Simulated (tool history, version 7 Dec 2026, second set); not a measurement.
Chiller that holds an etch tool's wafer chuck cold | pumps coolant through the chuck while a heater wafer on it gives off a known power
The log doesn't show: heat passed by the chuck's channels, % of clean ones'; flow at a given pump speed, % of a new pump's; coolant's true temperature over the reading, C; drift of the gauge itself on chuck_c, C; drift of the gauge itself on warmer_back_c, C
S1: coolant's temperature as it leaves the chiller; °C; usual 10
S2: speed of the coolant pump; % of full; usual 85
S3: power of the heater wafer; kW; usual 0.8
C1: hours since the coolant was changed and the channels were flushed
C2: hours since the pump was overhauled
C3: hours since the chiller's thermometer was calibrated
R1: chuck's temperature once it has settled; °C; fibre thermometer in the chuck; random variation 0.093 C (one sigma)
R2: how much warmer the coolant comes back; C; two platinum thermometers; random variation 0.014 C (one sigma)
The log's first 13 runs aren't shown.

run 14 hour=536.8 | S1=15 S2=85 S3=0.8 | C1=4031 C2=1535 C3=1031 | R1=21.24 R2=2.04
run 15 hour=575.8 | S1=15 S2=85 S3=0.8 | C1=4070 C2=1574 C3=1070 | R1=21.19 R2=2.02
run 16 hour=633.5 | S1=15 S2=85 S3=0.8 | C1=4127 C2=1631 C3=1128 | R1=21.28 R2=2.04
run 17 hour=671.5 | S1=15 S2=80 S3=1.143 | C1=4165 C2=1669 C3=1166 | R1=24.14 R2=3.12
run 18 hour=707.8 | S1=3 S2=85 S3=0.97 | C1=4202 C2=1706 C3=1202 | R1=10.48 R2=2.48
run 19 hour=738.8 | S1=8 S2=85 S3=0.587 | C1=4233 C2=1737 C3=1233 | R1=12.67 R2=1.54
run 20 hour=772.1 | S1=5 S2=85 S3=0.759 | C1=4266 C2=1770 C3=1266 | R1=10.92 R2=1.92
-- hour=777.6 chiller's thermometer calibrated
run 21 hour=830.8 | S1=9 S2=65 S3=0.759 | C1=4324 C2=1828 C3=53 | R1=16.75 R2=2.63
run 22 hour=854.8 | S1=10 S2=85 S3=0.487 | C1=4348 C2=1852 C3=77 | R1=14.18 R2=1.26
run 23 hour=886.4 | S1=10 S2=85 S3=0.487 | C1=4379 C2=1883 C3=109 | R1=13.8 R2=1.27
run 24 hour=910.7 | S1=10 S2=85 S3=0.487 | C1=4404 C2=1908 C3=133 | R1=14.07 R2=1.25
run 25 hour=960.4 | S1=20 S2=85 S3=0.982 | C1=4453 C2=1957 C3=183 | R1=27.8 R2=2.51
run 26 hour=1005.7 | S1=10 S2=73 S3=0.8 | C1=4498 C2=2003 C3=228 | R1=17.43 R2=2.45
run 27 hour=1054.6 | S1=19 S2=85 S3=0.838 | C1=4547 C2=2051 C3=277 | R1=25.79 R2=2.16
run 28 hour=1104.5 | S1=5 S2=77 S3=0.687 | C1=4597 C2=2101 C3=327 | R1=10.99 R2=1.96
-- hour=1138 chiller's thermometer calibrated, once more
run 29 hour=1161.6 | S1=17 S2=66 S3=0.828 | C1=4653 C2=2158 C3=24 | R1=25.12 R2=2.8
run 30 hour=1208.8 | S1=10 S2=66 S3=0.8 | C1=4701 C2=2205 C3=71 | R1=17.77 R2=2.76
run 31 hour=1262.6 | S1=10 S2=66 S3=0.8 | C1=4754 C2=2259 C3=125 | R1=17.96 R2=2.71
run 32 hour=1304.6 | S1=10 S2=66 S3=0.8 | C1=4796 C2=2301 C3=167 | R1=17.84 R2=2.75

Forecast each of these 4 alternatives for the next run:
run A hour=1341.4 | S1=10 S2=97 S3=1.161 | C1=4833 C2=2337 C3=203 | R1=? R2=?
run B hour=1341.4 | S1=16 S2=94 S3=0.428 | C1=4833 C2=2337 C3=203 | R1=? R2=?
run C hour=1341.4 | S1=14 S2=85 S3=0.573 | C1=4833 C2=2337 C3=203 | R1=? R2=?
run D hour=1341.4 | S1=1 S2=66 S3=0.8 | C1=4833 C2=2337 C3=203 | R1=? R2=?

run=A R1=17.92 R2=2.6
run=B R1=18.88 R2=0.99
run=C R1=18.42 R2=1.51
run=D R1=8.93 R2=2.74
Without the tool's hidden state the same runs would have given:
run=A R1=16.75 R2=2.5
run=B R1=18.46 R2=0.95
run=C R1=17.78 R2=1.45
run=D R1=7.78 R2=2.64
